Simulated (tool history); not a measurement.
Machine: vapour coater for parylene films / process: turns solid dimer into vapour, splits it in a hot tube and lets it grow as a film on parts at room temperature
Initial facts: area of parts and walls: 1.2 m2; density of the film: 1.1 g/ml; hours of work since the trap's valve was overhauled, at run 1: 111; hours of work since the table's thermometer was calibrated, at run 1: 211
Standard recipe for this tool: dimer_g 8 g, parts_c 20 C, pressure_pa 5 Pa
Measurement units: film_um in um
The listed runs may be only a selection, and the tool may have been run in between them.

run   hour  dimer_g  parts_c  pressure_pa  hours of work since the trap's valve was overhauled  hours of work since the table's thermometer was calibrated  film_um
  1      0        8       20            5                                                  111                                                         211     3.19
  2    8.8        8       20            5                                                  117                                                         217      3.2
  3   19.4        8       20            5                                                  123                                                         223      3.2
  4   32.9        8       20            5                                                  132                                                         232      3.2
  5   47.6        8       13            5                                                  141                                                         241     4.05
  6   62.4        8       20            5                                                  150                                                         250     3.19
  7   76.1        9       20            5                                                  158                                                         258     3.58
  8   86.6        8       20         2.12                                                  165                                                         265      3.7
  9   96.5        8       20         2.12                                                  171                                                         271     3.73
 10    107        8       20            5                                                  177                                                         278     3.19
 11  114.6        3       20            5                                                  182                                                         282     1.21
 12  124.2        8       20         3.94                                                  188                                                         288     3.31
 13  139.3        8       20         3.94                                                  198                                                         298     3.31
 14  154.9        8       20         6.55                                                  207                                                         307     3.03
 15  168.8        8       20         6.55                                                  216                                                         316     3.02
 16  175.9        8       20         6.55                                                  220                                                         320     3.03
 17  184.3        8       20         6.55                                                  225                                                         326     3.05
 18  193.9        8       20         6.55                                                  231                                                         332     3.05
 19  204.7        8       20         7.95                                                  238                                                         338     2.96
 20  218.2        8       20            5                                                  247                                                         347      3.2
 21  230.8        4       20            5                                                  254                                                         354     1.59
 22  244.6        4       20            5                                                  263                                                         363      1.6
 23  259.1        8       20            5                                                  272                                                         372     3.19
 24  269.8       12       21         2.08                                                  279                                                         379     5.37
 25  276.6       12       21         2.08                                                  283                                                         383     5.39
 26  292.9        8       12            5                                                  293                                                         393     4.17
 27  299.6        7       30         2.02                                                  297                                                         397     2.31
 28  306.9        7       30         2.02                                                  302                                                         402     2.31
 29  314.1        7       30         2.02                                                  306                                                         406     2.31
 30  327.4        7       14         6.35                                                  314                                                         414     3.28
 31  335.4       10       21          6.5                                                  319                                                         419     3.67
 32  342.9        6       20            5                                                  324                                                         424     2.38
 33  351.7        6       20            5                                                  329                                                         429     2.38
 34  366.9        6       20            5                                                  339                                                         439      2.4
 35  374.6        9       19         3.87                                                  344                                                         444     3.88
 36  389.4       13       18         4.11                                                  353                                                         453     5.73
 37  403.2        3       13         4.11                                                  361                                                         461     1.58
 38    410        3       26         9.56                                                  366                                                         466     0.86
 39  417.4       11       21            5                                                  370                                                         470     4.23
 40  426.7       11       21            5                                                  376                                                         476     4.24
 41  440.6       11       21            5                                                  384                                                         485     4.22
 42  453.8       11       21            5                                                  393                                                         493     4.23
 43  469.6       11       21        10.48                                                  402                                                         503     3.72
 44  483.8        8       20            5                                                  411                                                         511     3.19
 45  499.4       11       17            5                                                  421                                                         521     4.82

3 ways to go on from here, each from the tool as it stands after run 45. What would each give?
  A  509.6       11       17         2.99                                                  427                                                         527        ?
  B  509.6        7       32         2.28                                                  427                                                         527        ?
  C  509.6        3       20            5                                                  427                                                         527        ?

run  film_um
  A     5.35
  B     2.14
  C     1.19
The same runs, with their run-to-run variation unchanged, on a tool lacking any hidden condition would have given:
run  film_um
  A     5.36
  B     2.14
  C     1.19

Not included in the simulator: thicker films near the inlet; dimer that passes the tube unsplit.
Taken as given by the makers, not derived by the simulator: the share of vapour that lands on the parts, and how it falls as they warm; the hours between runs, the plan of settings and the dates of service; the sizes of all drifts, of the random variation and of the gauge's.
